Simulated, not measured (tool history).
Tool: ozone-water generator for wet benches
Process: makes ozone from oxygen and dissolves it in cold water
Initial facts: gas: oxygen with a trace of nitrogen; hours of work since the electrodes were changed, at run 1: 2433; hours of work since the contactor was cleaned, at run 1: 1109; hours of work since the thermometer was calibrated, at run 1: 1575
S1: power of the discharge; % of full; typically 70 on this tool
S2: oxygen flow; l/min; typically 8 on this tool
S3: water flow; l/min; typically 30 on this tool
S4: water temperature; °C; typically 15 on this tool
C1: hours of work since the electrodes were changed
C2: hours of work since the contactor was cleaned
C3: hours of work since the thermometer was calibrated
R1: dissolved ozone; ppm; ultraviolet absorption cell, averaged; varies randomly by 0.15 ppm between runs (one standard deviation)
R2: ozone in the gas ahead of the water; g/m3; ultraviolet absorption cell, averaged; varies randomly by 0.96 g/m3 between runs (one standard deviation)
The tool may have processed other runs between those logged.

| run | hour | S1 | S2 | S3 | S4 | C1 | C2 | C3 | R1 | R2 |
|---|---|---|---|---|---|---|---|---|---|---|
| 1 | 0 | 70 | 8 | 30 | 15 | 2433 | 1109 | 1575 | 17 | 148.4 |
| 2 | 82.8 | 70 | 8 | 30 | 15 | 2507 | 1183 | 1649 | 16.8 | 146.8 |
| 3 | 192 | 70 | 8 | 30 | 15 | 2606 | 1281 | 1747 | 16.9 | 147.7 |
| 4 | 345.8 | 70 | 8 | 30 | 15 | 2744 | 1420 | 1885 | 16.4 | 147.4 |
| 5 | 497.8 | 70 | 8 | 30 | 15 | 2880 | 1556 | 2022 | 16.4 | 143.6 |
| 6 | 621.1 | 70 | 8 | 30 | 15 | 2991 | 1667 | 2133 | 16.3 | 142.9 |
| 7 | 772.8 | 70 | 8 | 30 | 8 | 3128 | 1803 | 2269 | 17.9 | 144.5 |
| 8 | 943.5 | 70 | 8 | 30 | 8 | 3281 | 1957 | 2423 | 17.2 | 140.9 |
| 9 | 1104 | 70 | 8 | 27 | 8 | 3425 | 2101 | 2567 | 19.1 | 142.7 |
| 10 | 1264.6 | 52 | 8 | 30 | 15 | 3570 | 2245 | 2711 | 13.7 | 122.4 |
| 11 | 1368.9 | 52 | 8 | 30 | 15 | 3663 | 2339 | 2805 | 13.6 | 123.6 |
| 12 | 1508.8 | 52 | 8 | 30 | 15 | 3789 | 2465 | 2931 | 13.7 | 121.9 |
| 13 | 1670.8 | 52 | 8 | 30 | 15 | 3935 | 2610 | 3076 | 13.2 | 120.8 |
| 14 | 1785.3 | 77 | 8 | 30 | 15 | 4038 | 2713 | 3179 | 15.5 | 142.6 |
|  | 1858.1 | water thermometer calibrated |
| 15 | 1951.9 | 66 | 9.76 | 40 | 15 | 4187 | 2863 | 84 | 10.9 | 115 |
| 16 | 2124.4 | 66 | 9.76 | 26 | 15 | 4342 | 3018 | 239 | 15.6 | 116.5 |
| 17 | 2210.6 | 70 | 8 | 30 | 16 | 4419 | 3095 | 317 | 14.2 | 134.6 |
| 18 | 2382 | 70 | 4.81 | 30 | 15 | 4574 | 3249 | 471 | 14.7 | 187 |
| 19 | 2469.7 | 74 | 8.54 | 31 | 13 | 4652 | 3328 | 550 | 14.6 | 131.1 |
| 20 | 2612.3 | 74 | 8.54 | 31 | 13 | 4781 | 3456 | 678 | 14.4 | 128.8 |
|  | 2624.4 | contactor cleaned |
| 21 | 2747.5 | 59 | 8.54 | 31 | 8 | 4899 | 111 | 796 | 15.3 | 117.1 |
| 22 | 2892.1 | 54 | 4.31 | 31 | 21 | 5028 | 241 | 926 | 12.8 | 173.9 |
| 23 | 2993.2 | 58 | 9.19 | 31 | 14 | 5119 | 332 | 1017 | 13.9 | 108.1 |
| 24 | 3162 | 78 | 4.78 | 39 | 10 | 5271 | 483 | 1168 | 12.7 | 189 |
| 25 | 3257.3 | 50 | 10.13 | 27 | 15 | 5357 | 569 | 1254 | 13.5 | 95 |
| 26 | 3337.6 | 70 | 4.55 | 30 | 15 | 5429 | 641 | 1326 | 15.2 | 185 |
| 27 | 3456.3 | 70 | 4.21 | 30 | 11 | 5536 | 748 | 1433 | 15.4 | 191.5 |

Measured less the same run without the tool's hidden state. The same run-to-run variation is in both; the gauge's scatter may not be:
Hidden conditions of the tool in this case: yield of the discharge, % of new electrodes'; contactor's efficiency, % of a clean one's; true water temperature over the reading, C; drift of the gauge itself on ozone_ppm, %; drift of the gauge itself on gas_g_m3, %.
| run | R1 | R2 |
|---|---|---|
| 1 | -2.6 | -16.3 |
| 2 | -2.7 | -16.7 |
| 3 | -2.8 | -17.4 |
| 4 | -2.9 | -18.6 |
| 5 | -3.1 | -19.4 |
| 6 | -3.3 | -20.1 |
| 7 | -3.8 | -21.3 |
| 8 | -4 | -22 |
| 9 | -4.5 | -23.4 |
| 10 | -3.1 | -17.8 |
| 11 | -3.2 | -18.5 |
| 12 | -3.3 | -19.1 |
| 13 | -3.4 | -19.8 |
| 14 | -4.8 | -30.1 |
| 15 | -3.5 | -23.5 |
| 16 | -4.9 | -24.9 |
| 17 | -4.9 | -30.4 |
| 18 | -5.2 | -43.9 |
| 19 | -5.4 | -32.4 |
| 20 | -5.6 | -33.1 |
| 21 | -3.7 | -27.6 |
| 22 | -3 | -40.1 |
| 23 | -3.5 | -26.7 |
| 24 | -4 | -56.4 |
| 25 | -3.6 | -22.9 |
| 26 | -4.8 | -54.7 |
| 27 | -5.1 | -58 |
